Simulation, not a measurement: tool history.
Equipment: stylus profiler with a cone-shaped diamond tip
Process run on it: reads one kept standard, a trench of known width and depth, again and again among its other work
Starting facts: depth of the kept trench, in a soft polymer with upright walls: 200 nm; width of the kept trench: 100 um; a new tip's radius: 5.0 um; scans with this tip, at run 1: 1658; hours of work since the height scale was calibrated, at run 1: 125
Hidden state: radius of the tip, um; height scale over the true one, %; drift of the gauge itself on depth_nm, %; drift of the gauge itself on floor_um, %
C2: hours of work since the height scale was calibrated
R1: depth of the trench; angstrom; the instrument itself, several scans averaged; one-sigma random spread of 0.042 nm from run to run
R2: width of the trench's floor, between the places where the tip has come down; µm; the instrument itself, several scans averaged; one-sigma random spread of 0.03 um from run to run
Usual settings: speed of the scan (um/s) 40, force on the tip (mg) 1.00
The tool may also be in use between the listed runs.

run 1 day=0.000 | speed_of_the_scan_(um/s)=40 force_on_the_tip_(mg)=1.00 | scans_with_this_tip=1658 C2=125 | R1=2012.4 R2=96.81
run 2 day=0.679 | speed_of_the_scan_(um/s)=35 force_on_the_tip_(mg)=1.00 | scans_with_this_tip=1759 C2=133 | R1=2013.0 R2=96.83
run 3 day=1.646 | speed_of_the_scan_(um/s)=35 force_on_the_tip_(mg)=1.00 | scans_with_this_tip=1903 C2=143 | R1=2013.0 R2=96.83
run 4 day=2.904 | speed_of_the_scan_(um/s)=35 force_on_the_tip_(mg)=1.00 | scans_with_this_tip=2090 C2=157 | R1=2012.1 R2=96.76
run 5 day=4.217 | speed_of_the_scan_(um/s)=40 force_on_the_tip_(mg)=1.00 | scans_with_this_tip=2286 C2=172 | R1=2012.3 R2=96.71
run 6 day=4.996 | speed_of_the_scan_(um/s)=40 force_on_the_tip_(mg)=1.00 | scans_with_this_tip=2402 C2=181 | R1=2012.8 R2=96.64
run 7 day=6.275 | speed_of_the_scan_(um/s)=23 force_on_the_tip_(mg)=1.00 | scans_with_this_tip=2592 C2=195 | R1=2012.8 R2=96.68
run 8 day=6.829 | speed_of_the_scan_(um/s)=40 force_on_the_tip_(mg)=1.00 | scans_with_this_tip=2675 C2=201 | R1=2013.3 R2=96.68
run 9 day=7.671 | speed_of_the_scan_(um/s)=40 force_on_the_tip_(mg)=1.00 | scans_with_this_tip=2800 C2=211 | R1=2013.3 R2=96.66
run 10 day=8.379 | speed_of_the_scan_(um/s)=40 force_on_the_tip_(mg)=0.58 | scans_with_this_tip=2906 C2=219 | R1=2009.4 R2=96.59
run 11 day=9.708 | speed_of_the_scan_(um/s)=40 force_on_the_tip_(mg)=0.58 | scans_with_this_tip=3103 C2=234 | R1=2009.3 R2=96.50
run 12 day=10.862 | speed_of_the_scan_(um/s)=40 force_on_the_tip_(mg)=0.58 | scans_with_this_tip=3275 C2=247 | R1=2009.8 R2=96.53
run 13 day=12.108 | speed_of_the_scan_(um/s)=40 force_on_the_tip_(mg)=1.00 | scans_with_this_tip=3460 C2=261 | R1=2014.1 R2=96.51
run 14 day=13.333 | speed_of_the_scan_(um/s)=40 force_on_the_tip_(mg)=1.00 | scans_with_this_tip=3642 C2=274 | R1=2013.7 R2=96.51
run 15 day=14.375 | speed_of_the_scan_(um/s)=40 force_on_the_tip_(mg)=0.75 | scans_with_this_tip=3797 C2=286 | R1=2011.1 R2=96.45
run 16 day=15.404 | speed_of_the_scan_(um/s)=40 force_on_the_tip_(mg)=0.75 | scans_with_this_tip=3951 C2=298 | R1=2011.7 R2=96.39
run 17 day=16.171 | speed_of_the_scan_(um/s)=40 force_on_the_tip_(mg)=1.60 | scans_with_this_tip=4065 C2=306 | R1=2019.0 R2=96.45
run 18 day=17.362 | speed_of_the_scan_(um/s)=40 force_on_the_tip_(mg)=1.60 | scans_with_this_tip=4242 C2=319 | R1=2018.9 R2=96.40
run 19 day=18.175 | speed_of_the_scan_(um/s)=40 force_on_the_tip_(mg)=1.60 | scans_with_this_tip=4363 C2=329 | R1=2018.9 R2=96.36
run 20 day=18.929 | speed_of_the_scan_(um/s)=40 force_on_the_tip_(mg)=0.51 | scans_with_this_tip=4475 C2=337 | R1=2008.8 R2=96.28
run 21 day=19.738 | speed_of_the_scan_(um/s)=40 force_on_the_tip_(mg)=0.51 | scans_with_this_tip=4595 C2=346 | R1=2009.8 R2=96.27

The next listed run, before its measurement:
run 22 day=20.575 | speed_of_the_scan_(um/s)=56 force_on_the_tip_(mg)=1.60 | scans_with_this_tip=4720 C2=355 | R1=? R2=?

Run 22 measured R1 2018.5 angstrom, R2 96.30 µm.
Had the tool carried no hidden state, the very same run would have given R1 2016.6 angstrom, R2 97.03 µm.
